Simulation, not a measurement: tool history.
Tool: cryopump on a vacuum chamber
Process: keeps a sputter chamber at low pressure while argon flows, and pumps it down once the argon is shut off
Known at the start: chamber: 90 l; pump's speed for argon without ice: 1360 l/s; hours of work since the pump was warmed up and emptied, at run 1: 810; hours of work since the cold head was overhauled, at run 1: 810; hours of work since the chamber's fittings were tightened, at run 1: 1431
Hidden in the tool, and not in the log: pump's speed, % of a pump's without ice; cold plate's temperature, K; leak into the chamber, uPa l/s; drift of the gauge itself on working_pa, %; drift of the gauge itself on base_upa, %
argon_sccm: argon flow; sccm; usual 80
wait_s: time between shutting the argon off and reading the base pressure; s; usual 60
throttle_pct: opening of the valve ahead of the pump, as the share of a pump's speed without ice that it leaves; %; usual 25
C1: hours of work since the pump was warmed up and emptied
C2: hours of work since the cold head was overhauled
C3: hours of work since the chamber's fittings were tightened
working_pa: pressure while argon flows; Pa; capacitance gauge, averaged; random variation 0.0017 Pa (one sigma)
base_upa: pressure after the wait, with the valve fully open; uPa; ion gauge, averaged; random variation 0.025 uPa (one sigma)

{"run": 1, "day": 0.0, "argon_sccm": 80, "wait_s": 60, "throttle_pct": 25, "C1": 810, "C2": 810, "C3": 1431, "working_pa": 0.4261, "base_upa": 1.66}
{"run": 2, "day": 1.083, "argon_sccm": 126, "wait_s": 60, "throttle_pct": 25, "C1": 831, "C2": 831, "C3": 1451, "working_pa": 0.6764, "base_upa": 1.7}
{"run": 3, "day": 2.112, "argon_sccm": 108, "wait_s": 60, "throttle_pct": 25, "C1": 850, "C2": 850, "C3": 1471, "working_pa": 0.5832, "base_upa": 1.71}
{"day": 2.433, "done": "pump warmed up, emptied and cooled again"}
{"run": 4, "day": 3.096, "argon_sccm": 80, "wait_s": 21, "throttle_pct": 25, "C1": 12, "C2": 864, "C3": 1485, "working_pa": 0.3988, "base_upa": 3.0}
{"run": 5, "day": 4.092, "argon_sccm": 80, "wait_s": 21, "throttle_pct": 25, "C1": 31, "C2": 883, "C3": 1504, "working_pa": 0.3989, "base_upa": 2.98}
{"run": 6, "day": 4.888, "argon_sccm": 80, "wait_s": 148, "throttle_pct": 25, "C1": 46, "C2": 898, "C3": 1519, "working_pa": 0.3994, "base_upa": 1.03}
{"run": 7, "day": 5.767, "argon_sccm": 80, "wait_s": 60, "throttle_pct": 25, "C1": 62, "C2": 914, "C3": 1535, "working_pa": 0.4004, "base_upa": 1.52}
{"run": 8, "day": 6.846, "argon_sccm": 80, "wait_s": 60, "throttle_pct": 25, "C1": 83, "C2": 935, "C3": 1555, "working_pa": 0.4023, "base_upa": 1.59}
{"run": 9, "day": 7.821, "argon_sccm": 80, "wait_s": 60, "throttle_pct": 25, "C1": 101, "C2": 953, "C3": 1574, "working_pa": 0.4006, "base_upa": 1.55}
{"run": 10, "day": 8.575, "argon_sccm": 80, "wait_s": 60, "throttle_pct": 36, "C1": 115, "C2": 967, "C3": 1588, "working_pa": 0.2801, "base_upa": 1.61}
{"run": 11, "day": 9.104, "argon_sccm": 80, "wait_s": 215, "throttle_pct": 25, "C1": 125, "C2": 977, "C3": 1598, "working_pa": 0.4042, "base_upa": 1.0}
{"run": 12, "day": 9.75, "argon_sccm": 80, "wait_s": 106, "throttle_pct": 31, "C1": 137, "C2": 989, "C3": 1610, "working_pa": 0.3243, "base_upa": 1.23}
{"run": 13, "day": 10.979, "argon_sccm": 98, "wait_s": 106, "throttle_pct": 39, "C1": 160, "C2": 1012, "C3": 1633, "working_pa": 0.317, "base_upa": 1.24}
{"run": 14, "day": 11.775, "argon_sccm": 158, "wait_s": 95, "throttle_pct": 42, "C1": 175, "C2": 1027, "C3": 1648, "working_pa": 0.4787, "base_upa": 1.27}
{"run": 15, "day": 13.012, "argon_sccm": 158, "wait_s": 95, "throttle_pct": 42, "C1": 198, "C2": 1050, "C3": 1671, "working_pa": 0.4791, "base_upa": 1.33}
{"run": 16, "day": 13.812, "argon_sccm": 158, "wait_s": 95, "throttle_pct": 42, "C1": 213, "C2": 1065, "C3": 1686, "working_pa": 0.4779, "base_upa": 1.3}
{"run": 17, "day": 15.012, "argon_sccm": 158, "wait_s": 95, "throttle_pct": 42, "C1": 236, "C2": 1088, "C3": 1708, "working_pa": 0.4827, "base_upa": 1.33}
{"run": 18, "day": 15.996, "argon_sccm": 80, "wait_s": 135, "throttle_pct": 25, "C1": 254, "C2": 1106, "C3": 1727, "working_pa": 0.4066, "base_upa": 1.21}
{"run": 19, "day": 17.188, "argon_sccm": 80, "wait_s": 135, "throttle_pct": 25, "C1": 276, "C2": 1128, "C3": 1749, "working_pa": 0.4051, "base_upa": 1.23}
{"run": 20, "day": 17.9, "argon_sccm": 53, "wait_s": 37, "throttle_pct": 22, "C1": 290, "C2": 1142, "C3": 1762, "working_pa": 0.3047, "base_upa": 2.16}
{"run": 21, "day": 18.633, "argon_sccm": 80, "wait_s": 67, "throttle_pct": 27, "C1": 303, "C2": 1155, "C3": 1776, "working_pa": 0.3774, "base_upa": 1.56}
{"run": 22, "day": 19.871, "argon_sccm": 80, "wait_s": 67, "throttle_pct": 27, "C1": 327, "C2": 1178, "C3": 1799, "working_pa": 0.3793, "base_upa": 1.59}

Forecast each of these 3 alternatives for the next run:
{"run": "A", "day": 20.721, "argon_sccm": 48, "wait_s": 60, "throttle_pct": 22, "C1": 343, "C2": 1194, "C3": 1815, "working_pa": "?", "base_upa": "?"}
{"run": "B", "day": 20.721, "argon_sccm": 80, "wait_s": 67, "throttle_pct": 55, "C1": 343, "C2": 1194, "C3": 1815, "working_pa": "?", "base_upa": "?"}
{"run": "C", "day": 20.721, "argon_sccm": 60, "wait_s": 104, "throttle_pct": 20, "C1": 343, "C2": 1194, "C3": 1815, "working_pa": "?", "base_upa": "?"}

run=A working_pa=0.2783 base_upa=1.66
run=B working_pa=0.1925 base_upa=1.61
run=C working_pa=0.3815 base_upa=1.33
Without the tool's hidden state the same runs would have given:
run=A working_pa=0.2714 base_upa=1.01
run=B working_pa=0.1811 base_upa=0.95
run=C working_pa=0.3729 base_upa=0.68
